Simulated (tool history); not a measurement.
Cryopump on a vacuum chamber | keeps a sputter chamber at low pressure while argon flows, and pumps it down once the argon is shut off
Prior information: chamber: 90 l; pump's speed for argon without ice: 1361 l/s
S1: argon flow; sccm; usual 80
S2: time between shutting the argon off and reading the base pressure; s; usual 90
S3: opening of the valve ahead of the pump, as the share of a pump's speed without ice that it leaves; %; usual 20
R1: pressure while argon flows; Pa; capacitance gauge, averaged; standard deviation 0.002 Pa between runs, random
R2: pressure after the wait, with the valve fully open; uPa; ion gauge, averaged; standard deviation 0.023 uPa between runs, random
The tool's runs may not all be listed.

run,day,S1,S2,S3,R1,R2
1,0,80,90,20,0.5107,0.8
2,1.258,80,90,20,0.5137,0.85
3,2.808,80,243,20,0.5179,0.49
4,3.708,32,90,20,0.2087,0.84
5,5.25,32,90,20,0.2069,0.9
6,6.046,32,90,20,0.2082,0.87
7,6.929,32,90,20,0.2097,0.89
8,8.221,32,90,20,0.2115,0.92
# day 9.592: pump warmed up, emptied and cooled again
9,9.612,32,90,20,0.2002,0.84
10,10.929,80,90,23,0.4351,0.84
11,12.579,80,90,20,0.5043,0.89
12,13.467,81,90,20,0.5078,0.86
13,14.979,58,90,20,0.3668,0.91
14,15.846,44,90,20,0.2789,0.92
15,17.033,44,90,20,0.278,0.96
16,18.638,80,34,20,0.5069,1.88
17,19.462,80,34,20,0.5057,1.8
18,21.125,80,34,20,0.5103,1.79
19,22.167,40,87,30,0.1728,1.03
20,23.579,40,87,30,0.175,1.03
21,24.833,38,187,59,0.088,0.79
22,26.212,38,187,59,0.0891,0.77
23,27.579,38,187,59,0.0898,0.81
24,28.892,80,77,44,0.249,1.24
25,30.171,146,56,46,0.4377,1.44
# day 32.238: pump warmed up, emptied and cooled again
26,32.238,146,56,46,0.3958,1.32
27,33.521,146,56,46,0.4023,1.37
28,34.517,82,108,20,0.5132,0.95
29,35.617,82,108,20,0.515,0.99
30,36.996,60,68,20,0.3776,1.25
31,37.908,60,68,20,0.3773,1.29
32,38.829,60,68,20,0.3762,1.26
33,39.896,92,90,20,0.5834,1.17
34,41.758,80,90,19,0.5361,1.18

Selected run-to-run steps in R1, each split into two signed amounts: the part the tool would show with no hidden state at all (from settings, incoming material and random variation), and the remainder, which goes to the hidden state together with any gauge scatter not common to the measured and the hidden-state-free results:
What the log doesn't record here: pump's speed, % of a pump's without ice; cold plate's temperature, K; leak into the chamber, uPa l/s; drift of the gauge itself on working_pa, %; drift of the gauge itself on base_upa, %.
Run 3 -> 4: S1 80 -> 32, S2 243 -> 90. R1 -0.3092 Pa: hidden state -0.012, all else -0.2972.
Run 9 -> 10: S1 32 -> 80, S3 20 -> 23. R1 +0.2349 Pa: hidden state +0.0016, all else +0.2333.
Run 18 -> 19: S1 80 -> 40, S2 34 -> 87, S3 20 -> 30. R1 -0.3375 Pa: hidden state -0.0058, all else -0.3317.
Run 23 -> 24: S1 38 -> 80, S2 187 -> 77, S3 59 -> 44. R1 +0.1592 Pa: hidden state +0.013, all else +0.1462.
Run 24 -> 25: S1 80 -> 146, S2 77 -> 56, S3 44 -> 46. R1 +0.1887 Pa: hidden state +0.0222, all else +0.1665.
Run 25 -> 26: pump warmed up, emptied and cooled again. R1 -0.0419 Pa: hidden state -0.0427, all else +0.0008.
